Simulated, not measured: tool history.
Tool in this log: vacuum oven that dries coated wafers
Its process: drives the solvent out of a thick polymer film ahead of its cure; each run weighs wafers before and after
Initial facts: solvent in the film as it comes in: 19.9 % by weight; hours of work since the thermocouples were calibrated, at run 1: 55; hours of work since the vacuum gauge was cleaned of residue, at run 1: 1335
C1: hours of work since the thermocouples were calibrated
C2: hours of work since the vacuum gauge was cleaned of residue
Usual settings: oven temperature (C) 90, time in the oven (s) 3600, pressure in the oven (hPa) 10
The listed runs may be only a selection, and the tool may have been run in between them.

run 1 hour=0 | oven_temperature_(C)=90 time_in_the_oven_(s)=3600 pressure_in_the_oven_(hPa)=10 | C1=55 C2=1335 | solvent_left_in_the_film_(%)=1.57
run 2 hour=37 | oven_temperature_(C)=90 time_in_the_oven_(s)=3240 pressure_in_the_oven_(hPa)=10 | C1=81 C2=1361 | solvent_left_in_the_film_(%)=1.89
run 3 hour=92.5 | oven_temperature_(C)=90 time_in_the_oven_(s)=3240 pressure_in_the_oven_(hPa)=8.6 | C1=121 C2=1401 | solvent_left_in_the_film_(%)=1.77
run 4 hour=137.2 | oven_temperature_(C)=90 time_in_the_oven_(s)=2700 pressure_in_the_oven_(hPa)=10 | C1=153 C2=1433 | solvent_left_in_the_film_(%)=2.6
run 5 hour=178.9 | oven_temperature_(C)=90 time_in_the_oven_(s)=4560 pressure_in_the_oven_(hPa)=10 | C1=182 C2=1462 | solvent_left_in_the_film_(%)=0.96
run 6 hour=227.2 | oven_temperature_(C)=90 time_in_the_oven_(s)=4200 pressure_in_the_oven_(hPa)=10 | C1=217 C2=1497 | solvent_left_in_the_film_(%)=1.12
run 7 hour=277.1 | oven_temperature_(C)=90 time_in_the_oven_(s)=4200 pressure_in_the_oven_(hPa)=13.9 | C1=253 C2=1533 | solvent_left_in_the_film_(%)=1.43
run 8 hour=328.8 | oven_temperature_(C)=90 time_in_the_oven_(s)=1980 pressure_in_the_oven_(hPa)=10 | C1=290 C2=1570 | solvent_left_in_the_film_(%)=4.08
run 9 hour=356.2 | oven_temperature_(C)=90 time_in_the_oven_(s)=3600 pressure_in_the_oven_(hPa)=10 | C1=309 C2=1589 | solvent_left_in_the_film_(%)=1.57
run 10 hour=383.7 | oven_temperature_(C)=90 time_in_the_oven_(s)=3600 pressure_in_the_oven_(hPa)=10 | C1=329 C2=1609 | solvent_left_in_the_film_(%)=1.63
run 11 hour=441.8 | oven_temperature_(C)=90 time_in_the_oven_(s)=3600 pressure_in_the_oven_(hPa)=9.4 | C1=370 C2=1650 | solvent_left_in_the_film_(%)=1.51
run 12 hour=492.7 | oven_temperature_(C)=90 time_in_the_oven_(s)=3600 pressure_in_the_oven_(hPa)=9.4 | C1=407 C2=1687 | solvent_left_in_the_film_(%)=1.64
run 13 hour=530.3 | oven_temperature_(C)=90 time_in_the_oven_(s)=3600 pressure_in_the_oven_(hPa)=9.4 | C1=434 C2=1714 | solvent_left_in_the_film_(%)=1.51
run 14 hour=571.2 | oven_temperature_(C)=90 time_in_the_oven_(s)=2400 pressure_in_the_oven_(hPa)=10 | C1=463 C2=1743 | solvent_left_in_the_film_(%)=3.01
run 15 hour=600.2 | oven_temperature_(C)=90 time_in_the_oven_(s)=3600 pressure_in_the_oven_(hPa)=10 | C1=484 C2=1764 | solvent_left_in_the_film_(%)=1.56
run 16 hour=646.4 | oven_temperature_(C)=90 time_in_the_oven_(s)=3600 pressure_in_the_oven_(hPa)=10 | C1=517 C2=1797 | solvent_left_in_the_film_(%)=1.63
run 17 hour=686.7 | oven_temperature_(C)=90 time_in_the_oven_(s)=3600 pressure_in_the_oven_(hPa)=10 | C1=545 C2=1825 | solvent_left_in_the_film_(%)=1.56
run 18 hour=738.1 | oven_temperature_(C)=90 time_in_the_oven_(s)=2280 pressure_in_the_oven_(hPa)=10 | C1=582 C2=1862 | solvent_left_in_the_film_(%)=3.27
-- hour=776 vacuum gauge cleaned of residue and calibrated
run 19 hour=787.8 | oven_temperature_(C)=90 time_in_the_oven_(s)=2280 pressure_in_the_oven_(hPa)=10 | C1=617 C2=8 | solvent_left_in_the_film_(%)=3.25
run 20 hour=815.1 | oven_temperature_(C)=90 time_in_the_oven_(s)=2280 pressure_in_the_oven_(hPa)=10 | C1=636 C2=28 | solvent_left_in_the_film_(%)=3.23
run 21 hour=845.7 | oven_temperature_(C)=90 time_in_the_oven_(s)=4620 pressure_in_the_oven_(hPa)=10 | C1=658 C2=50 | solvent_left_in_the_film_(%)=0.97
run 22 hour=880.2 | oven_temperature_(C)=100 time_in_the_oven_(s)=4620 pressure_in_the_oven_(hPa)=10 | C1=683 C2=74 | solvent_left_in_the_film_(%)=0.35
run 23 hour=913.8 | oven_temperature_(C)=76 time_in_the_oven_(s)=3600 pressure_in_the_oven_(hPa)=10 | C1=707 C2=99 | solvent_left_in_the_film_(%)=6.83
run 24 hour=950.1 | oven_temperature_(C)=76 time_in_the_oven_(s)=3600 pressure_in_the_oven_(hPa)=10 | C1=733 C2=124 | solvent_left_in_the_film_(%)=6.92
run 25 hour=978.1 | oven_temperature_(C)=76 time_in_the_oven_(s)=3600 pressure_in_the_oven_(hPa)=10 | C1=753 C2=144 | solvent_left_in_the_film_(%)=6.78
-- hour=988.9 oven's thermocouples calibrated
run 26 hour=1025.9 | oven_temperature_(C)=76 time_in_the_oven_(s)=3600 pressure_in_the_oven_(hPa)=10 | C1=26 C2=177 | solvent_left_in_the_film_(%)=6.78
run 27 hour=1076.1 | oven_temperature_(C)=76 time_in_the_oven_(s)=3600 pressure_in_the_oven_(hPa)=10 | C1=62 C2=213 | solvent_left_in_the_film_(%)=7
run 28 hour=1116.4 | oven_temperature_(C)=76 time_in_the_oven_(s)=3600 pressure_in_the_oven_(hPa)=10 | C1=91 C2=242 | solvent_left_in_the_film_(%)=7.17
run 29 hour=1149.2 | oven_temperature_(C)=103 time_in_the_oven_(s)=2640 pressure_in_the_oven_(hPa)=22.5 | C1=115 C2=265 | solvent_left_in_the_film_(%)=0.86
run 30 hour=1205 | oven_temperature_(C)=85 time_in_the_oven_(s)=2220 pressure_in_the_oven_(hPa)=35.9 | C1=154 C2=305 | solvent_left_in_the_film_(%)=6.84
run 31 hour=1255.5 | oven_temperature_(C)=85 time_in_the_oven_(s)=2220 pressure_in_the_oven_(hPa)=35.9 | C1=191 C2=341 | solvent_left_in_the_film_(%)=6.64
run 32 hour=1292.8 | oven_temperature_(C)=85 time_in_the_oven_(s)=2220 pressure_in_the_oven_(hPa)=35.9 | C1=217 C2=368 | solvent_left_in_the_film_(%)=6.7
run 33 hour=1330.1 | oven_temperature_(C)=85 time_in_the_oven_(s)=2220 pressure_in_the_oven_(hPa)=35.9 | C1=244 C2=395 | solvent_left_in_the_film_(%)=6.66
run 34 hour=1371.1 | oven_temperature_(C)=102 time_in_the_oven_(s)=3600 pressure_in_the_oven_(hPa)=5.7 | C1=273 C2=424 | solvent_left_in_the_film_(%)=0.19
run 35 hour=1429.3 | oven_temperature_(C)=83 time_in_the_oven_(s)=2760 pressure_in_the_oven_(hPa)=14.4 | C1=315 C2=466 | solvent_left_in_the_film_(%)=5.32
run 36 hour=1476 | oven_temperature_(C)=83 time_in_the_oven_(s)=2220 pressure_in_the_oven_(hPa)=34.7 | C1=348 C2=499 | solvent_left_in_the_film_(%)=7.53
run 37 hour=1515.6 | oven_temperature_(C)=83 time_in_the_oven_(s)=2220 pressure_in_the_oven_(hPa)=34.7 | C1=376 C2=527 | solvent_left_in_the_film_(%)=7.65
run 38 hour=1569.7 | oven_temperature_(C)=83 time_in_the_oven_(s)=2280 pressure_in_the_oven_(hPa)=9 | C1=415 C2=566 | solvent_left_in_the_film_(%)=6.15
run 39 hour=1612.2 | oven_temperature_(C)=83 time_in_the_oven_(s)=2280 pressure_in_the_oven_(hPa)=9 | C1=446 C2=596 | solvent_left_in_the_film_(%)=6.07
run 40 hour=1670.2 | oven_temperature_(C)=85 time_in_the_oven_(s)=3060 pressure_in_the_oven_(hPa)=33.4 | C1=487 C2=638 | solvent_left_in_the_film_(%)=4.94
run 41 hour=1726.8 | oven_temperature_(C)=97 time_in_the_oven_(s)=3660 pressure_in_the_oven_(hPa)=12.1 | C1=527 C2=678 | solvent_left_in_the_film_(%)=0.65
run 42 hour=1771.4 | oven_temperature_(C)=76 time_in_the_oven_(s)=3660 pressure_in_the_oven_(hPa)=9.4 | C1=559 C2=710 | solvent_left_in_the_film_(%)=6.75
run 43 hour=1809.3 | oven_temperature_(C)=79 time_in_the_oven_(s)=1920 pressure_in_the_oven_(hPa)=26.3 | C1=586 C2=737 | solvent_left_in_the_film_(%)=9.76
run 44 hour=1844 | oven_temperature_(C)=90 time_in_the_oven_(s)=3600 pressure_in_the_oven_(hPa)=26.6 | C1=611 C2=762 | solvent_left_in_the_film_(%)=2.33
run 45 hour=1891.1 | oven_temperature_(C)=97 time_in_the_oven_(s)=2220 pressure_in_the_oven_(hPa)=26.6 | C1=645 C2=796 | solvent_left_in_the_film_(%)=2.01
run 46 hour=1937.9 | oven_temperature_(C)=97 time_in_the_oven_(s)=2220 pressure_in_the_oven_(hPa)=26.6 | C1=678 C2=829 | solvent_left_in_the_film_(%)=2.04
run 47 hour=1993.7 | oven_temperature_(C)=75 time_in_the_oven_(s)=3480 pressure_in_the_oven_(hPa)=13.1 | C1=718 C2=869 | solvent_left_in_the_film_(%)=7.71
run 48 hour=2021.8 | oven_temperature_(C)=90 time_in_the_oven_(s)=2640 pressure_in_the_oven_(hPa)=10 | C1=738 C2=889 | solvent_left_in_the_film_(%)=2.58

Branching from run 48: 3 alternative next runs. What would each branch give?
-- hour=2054.4 oven's thermocouples calibrated
run A hour=2080.2 | oven_temperature_(C)=99 time_in_the_oven_(s)=2640 pressure_in_the_oven_(hPa)=19.6 | C1=18 C2=929 | solvent_left_in_the_film_(%)=?
-- hour=2054.4 oven's thermocouples calibrated
run B hour=2080.2 | oven_temperature_(C)=90 time_in_the_oven_(s)=3060 pressure_in_the_oven_(hPa)=10 | C1=18 C2=929 | solvent_left_in_the_film_(%)=?
-- hour=2054.4 oven's thermocouples calibrated
run C hour=2080.2 | oven_temperature_(C)=90 time_in_the_oven_(s)=5220 pressure_in_the_oven_(hPa)=6 | C1=18 C2=929 | solvent_left_in_the_film_(%)=?

run=A solvent_left_in_the_film_(%)=1.14
run=B solvent_left_in_the_film_(%)=2.01
run=C solvent_left_in_the_film_(%)=0.66
Stripped of hidden state, with their random variation kept, the same runs would have yielded:
run=A solvent_left_in_the_film_(%)=1.13
run=B solvent_left_in_the_film_(%)=2
run=C solvent_left_in_the_film_(%)=0.65

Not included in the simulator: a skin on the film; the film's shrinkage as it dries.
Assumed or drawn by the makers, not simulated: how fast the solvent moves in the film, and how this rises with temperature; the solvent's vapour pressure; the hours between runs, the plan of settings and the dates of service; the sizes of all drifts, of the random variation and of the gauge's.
